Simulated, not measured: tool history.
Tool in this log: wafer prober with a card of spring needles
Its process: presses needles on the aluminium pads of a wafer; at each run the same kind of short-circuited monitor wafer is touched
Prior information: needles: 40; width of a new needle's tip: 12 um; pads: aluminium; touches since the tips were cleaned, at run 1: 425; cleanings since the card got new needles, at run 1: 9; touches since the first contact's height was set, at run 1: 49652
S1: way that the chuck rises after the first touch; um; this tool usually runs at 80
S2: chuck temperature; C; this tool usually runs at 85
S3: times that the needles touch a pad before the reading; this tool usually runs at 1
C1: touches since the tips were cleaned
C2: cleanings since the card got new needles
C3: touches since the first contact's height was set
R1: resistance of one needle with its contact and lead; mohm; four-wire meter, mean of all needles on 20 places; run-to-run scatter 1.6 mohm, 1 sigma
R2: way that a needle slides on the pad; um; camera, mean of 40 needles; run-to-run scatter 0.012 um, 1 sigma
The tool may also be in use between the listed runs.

{"run": 1, "hour": 0.0, "S1": 80, "S2": 85, "S3": 1, "C1": 425, "C2": 9, "C3": 49652, "R1": 174, "R2": 17.66}
{"hour": 9.6, "done": "tips cleaned on abrasive film"}
{"hour": 19.2, "done": "tips cleaned on abrasive film"}
{"hour": 26.6, "done": "height of the first contact set anew"}
{"hour": 29.1, "done": "tips cleaned on abrasive film"}
{"run": 2, "hour": 32.9, "S1": 80, "S2": 85, "S3": 1, "C1": 1834, "C2": 12, "C3": 2960, "R1": 198, "R2": 17.8}
{"hour": 40.2, "done": "tips cleaned on abrasive film"}
{"hour": 49.7, "done": "tips cleaned on abrasive film"}
{"hour": 61.7, "done": "tips cleaned on abrasive film"}
{"hour": 71.3, "done": "tips cleaned on abrasive film"}
{"hour": 81.9, "done": "tips cleaned on abrasive film"}
{"run": 3, "hour": 81.9, "S1": 80, "S2": 85, "S3": 1, "C1": 0, "C2": 17, "C3": 25943, "R1": 164, "R2": 17.73}
{"hour": 91.5, "done": "tips cleaned on abrasive film"}
{"hour": 103.4, "done": "tips cleaned on abrasive film"}
{"hour": 115.4, "done": "tips cleaned on abrasive film"}
{"hour": 127.4, "done": "tips cleaned on abrasive film"}
{"run": 4, "hour": 133.1, "S1": 71, "S2": 85, "S3": 1, "C1": 2731, "C2": 21, "C3": 50062, "R1": 226, "R2": 15.69}
{"hour": 138.0, "done": "tips cleaned on abrasive film"}
{"hour": 147.6, "done": "tips cleaned on abrasive film"}
{"hour": 159.5, "done": "tips cleaned on abrasive film"}
{"hour": 159.8, "done": "height of the first contact set anew"}
{"hour": 171.8, "done": "tips cleaned on abrasive film"}
{"hour": 181.4, "done": "tips cleaned on abrasive film"}
{"run": 5, "hour": 189.9, "S1": 71, "S2": 85, "S3": 1, "C1": 4046, "C2": 26, "C3": 14177, "R1": 242, "R2": 15.79}
{"hour": 192.4, "done": "tips cleaned on abrasive film"}
{"hour": 204.3, "done": "tips cleaned on abrasive film"}
{"hour": 216.3, "done": "tips cleaned on abrasive film"}
{"hour": 226.8, "done": "tips cleaned on abrasive film"}
{"run": 6, "hour": 226.8, "S1": 71, "S2": 85, "S3": 1, "C1": 0, "C2": 30, "C3": 31517, "R1": 164, "R2": 15.73}
{"hour": 238.8, "done": "tips cleaned on abrasive film"}
{"hour": 250.8, "done": "tips cleaned on abrasive film"}
{"hour": 262.7, "done": "tips cleaned on abrasive film"}
{"hour": 274.7, "done": "tips cleaned on abrasive film"}
{"hour": 284.3, "done": "tips cleaned on abrasive film"}
{"hour": 291.7, "done": "height of the first contact set anew"}
{"run": 7, "hour": 293.5, "S1": 80, "S2": 85, "S3": 1, "C1": 4213, "C2": 35, "C3": 836, "R1": 232, "R2": 17.81}
{"hour": 295.9, "done": "tips cleaned on abrasive film"}
{"hour": 307.9, "done": "tips cleaned on abrasive film"}
{"hour": 317.5, "done": "tips cleaned on abrasive film"}
{"hour": 329.4, "done": "tips cleaned on abrasive film"}
{"hour": 341.4, "done": "tips cleaned on abrasive film"}
{"hour": 352.8, "done": "tips cleaned on abrasive film"}
{"run": 8, "hour": 352.8, "S1": 80, "S2": 85, "S3": 1, "C1": 0, "C2": 41, "C3": 28711, "R1": 162, "R2": 17.73}
{"hour": 362.4, "done": "tips cleaned on abrasive film"}
{"hour": 374.4, "done": "tips cleaned on abrasive film"}
{"hour": 386.3, "done": "tips cleaned on abrasive film"}
{"run": 9, "hour": 390.3, "S1": 80, "S2": 85, "S3": 1, "C1": 1865, "C2": 44, "C3": 46335, "R1": 196, "R2": 17.72}
{"hour": 397.5, "done": "tips cleaned on abrasive film"}
{"hour": 407.1, "done": "tips cleaned on abrasive film"}
{"hour": 419.0, "done": "tips cleaned on abrasive film"}
{"hour": 424.1, "done": "height of the first contact set anew"}
{"hour": 428.9, "done": "tips cleaned on abrasive film"}
{"run": 10, "hour": 433.1, "S1": 80, "S2": 85, "S3": 1, "C1": 1966, "C2": 48, "C3": 4217, "R1": 198, "R2": 17.8}
{"hour": 440.3, "done": "tips cleaned on abrasive film"}
{"hour": 452.2, "done": "tips cleaned on abrasive film"}
{"hour": 464.2, "done": "tips cleaned on abrasive film"}
{"run": 11, "hour": 472.5, "S1": 80, "S2": 85, "S3": 1, "C1": 3942, "C2": 51, "C3": 22791, "R1": 223, "R2": 17.77}
{"hour": 475.0, "done": "tips cleaned on abrasive film"}
{"hour": 486.9, "done": "tips cleaned on abrasive film"}
{"hour": 496.5, "done": "tips cleaned on abrasive film"}
{"hour": 506.1, "done": "tips cleaned on abrasive film"}
{"hour": 518.1, "done": "tips cleaned on abrasive film"}
{"hour": 527.7, "done": "tips cleaned on abrasive film"}
{"run": 12, "hour": 535.4, "S1": 80, "S2": 85, "S3": 1, "C1": 3687, "C2": 57, "C3": 52367, "R1": 227, "R2": 17.7}
{"hour": 537.9, "done": "tips cleaned on abrasive film"}
{"hour": 547.5, "done": "tips cleaned on abrasive film"}
{"hour": 557.3, "done": "height of the first contact set anew"}
{"hour": 559.8, "done": "tips cleaned on abrasive film"}
{"hour": 571.7, "done": "tips cleaned on abrasive film"}
{"hour": 581.3, "done": "tips cleaned on abrasive film"}
{"run": 13, "hour": 585.3, "S1": 69, "S2": 66, "S3": 2, "C1": 1893, "C2": 62, "C3": 13150, "R1": 190, "R2": 15.32}
{"hour": 592.5, "done": "tips cleaned on abrasive film"}
{"hour": 604.5, "done": "tips cleaned on abrasive film"}
{"hour": 614.1, "done": "tips cleaned on abrasive film"}
{"hour": 626.1, "done": "tips cleaned on abrasive film"}
{"hour": 635.6, "done": "tips cleaned on abrasive film"}
{"run": 14, "hour": 638.5, "S1": 80, "S2": 59, "S3": 3, "C1": 1356, "C2": 67, "C3": 38145, "R1": 169, "R2": 17.73}
{"hour": 645.7, "done": "tips cleaned on abrasive film"}
{"hour": 657.7, "done": "tips cleaned on abrasive film"}
{"hour": 669.7, "done": "tips cleaned on abrasive film"}
{"hour": 679.2, "done": "tips cleaned on abrasive film"}
{"run": 15, "hour": 683.2, "S1": 78, "S2": 92, "S3": 1, "C1": 1862, "C2": 71, "C3": 59146, "R1": 207, "R2": 17.2}
{"hour": 690.4, "done": "tips cleaned on abrasive film"}
{"hour": 690.7, "done": "height of the first contact set anew"}
{"hour": 700.3, "done": "tips cleaned on abrasive film"}
{"hour": 712.2, "done": "tips cleaned on abrasive film"}
{"hour": 724.2, "done": "tips cleaned on abrasive film"}
{"hour": 736.2, "done": "tips cleaned on abrasive film"}
{"hour": 745.7, "done": "tips cleaned on abrasive film"}
{"run": 16, "hour": 754.1, "S1": 78, "S2": 92, "S3": 1, "C1": 3985, "C2": 77, "C3": 29875, "R1": 226, "R2": 17.3}
{"hour": 756.6, "done": "tips cleaned on abrasive film"}
{"hour": 768.6, "done": "tips cleaned on abrasive film"}
{"hour": 780.5, "done": "tips cleaned on abrasive film"}
{"hour": 790.1, "done": "tips cleaned on abrasive film"}
{"run": 17, "hour": 798.0, "S1": 78, "S2": 103, "S3": 1, "C1": 3747, "C2": 81, "C3": 50506, "R1": 237, "R2": 17.27}
{"hour": 800.5, "done": "tips cleaned on abrasive film"}
{"hour": 810.1, "done": "tips cleaned on abrasive film"}
{"hour": 822.1, "done": "tips cleaned on abrasive film"}
{"hour": 824.7, "done": "height of the first contact set anew"}
{"hour": 832.0, "done": "tips cleaned on abrasive film"}
{"hour": 843.9, "done": "tips cleaned on abrasive film"}
{"run": 18, "hour": 843.9, "S1": 86, "S2": 85, "S3": 3, "C1": 0, "C2": 86, "C3": 8999, "R1": 156, "R2": 19.13}
{"hour": 853.5, "done": "tips cleaned on abrasive film"}
{"hour": 865.5, "done": "tips cleaned on abrasive film"}
{"hour": 877.4, "done": "tips cleaned on abrasive film"}
{"hour": 889.4, "done": "tips cleaned on abrasive film"}
{"run": 19, "hour": 890.7, "S1": 86, "S2": 85, "S3": 3, "C1": 606, "C2": 90, "C3": 30993, "R1": 168, "R2": 19.07}
{"hour": 900.2, "done": "tips cleaned on abrasive film"}
{"hour": 909.8, "done": "tips cleaned on abrasive film"}
{"hour": 921.8, "done": "tips cleaned on abrasive film"}
{"hour": 931.4, "done": "tips cleaned on abrasive film"}
{"run": 20, "hour": 934.3, "S1": 72, "S2": 67, "S3": 3, "C1": 1362, "C2": 94, "C3": 51491, "R1": 173, "R2": 15.91}
{"hour": 941.5, "done": "tips cleaned on abrasive film"}
{"hour": 951.1, "done": "tips cleaned on abrasive film"}
{"hour": 958.5, "done": "height of the first contact set anew"}
{"hour": 963.3, "done": "tips cleaned on abrasive film"}
{"hour": 975.3, "done": "tips cleaned on abrasive film"}
{"hour": 984.9, "done": "tips cleaned on abrasive film"}
{"run": 21, "hour": 987.4, "S1": 72, "S2": 67, "S3": 3, "C1": 1203, "C2": 99, "C3": 13585, "R1": 169, "R2": 15.99}
{"hour": 994.6, "done": "tips cleaned on abrasive film"}
{"hour": 1004.2, "done": "tips cleaned on abrasive film"}
{"hour": 1016.2, "done": "tips cleaned on abrasive film"}
{"run": 22, "hour": 1021.5, "S1": 72, "S2": 67, "S3": 3, "C1": 2530, "C2": 102, "C3": 29618, "R1": 177, "R2": 15.97}
{"hour": 1026.4, "done": "tips cleaned on abrasive film"}
{"hour": 1036.0, "done": "tips cleaned on abrasive film"}
{"hour": 1047.9, "done": "tips cleaned on abrasive film"}
{"hour": 1057.5, "done": "tips cleaned on abrasive film"}
{"hour": 1067.1, "done": "tips cleaned on abrasive film"}
{"run": 23, "hour": 1072.8, "S1": 72, "S2": 67, "S3": 3, "C1": 2725, "C2": 107, "C3": 53734, "R1": 183, "R2": 15.91}
{"hour": 1077.7, "done": "tips cleaned on abrasive film"}
{"hour": 1087.3, "done": "tips cleaned on abrasive film"}
{"hour": 1092.3, "done": "height of the first contact set anew"}
{"hour": 1097.2, "done": "tips cleaned on abrasive film"}
{"run": 24, "hour": 1103.8, "S1": 72, "S2": 67, "S3": 3, "C1": 3119, "C2": 110, "C3": 5370, "R1": 187, "R2": 16.03}

How would selected steps in R1 from run to run divide? Give the signed amount a tool lacking its hidden state would still show from settings, what came in and random variation, and the signed amount left for the hidden state, including any gauge scatter that is not in both of the compared results.
Hidden conditions of the tool in this case: debris on the tips, nm; way that the needles fall short of the set height, um; tips' diameter, um; drift of the gauge itself on contact_mohm, %; drift of the gauge itself on scrub_um, %.
Run 5 -> 6: tips cleaned on abrasive film, tips cleaned on abrasive film, tips cleaned on abrasive film, tips cleaned on abrasive film. R1 -78 mohm: hidden state -78, all else +0.
Run 17 -> 18: S1 78 -> 86, S2 103 -> 85, S3 1 -> 3, tips cleaned on abrasive film, tips cleaned on abrasive film, tips cleaned on abrasive film, height of the first contact set anew, tips cleaned on abrasive film, tips cleaned on abrasive film. R1 -81 mohm: hidden state -70, all else -11.
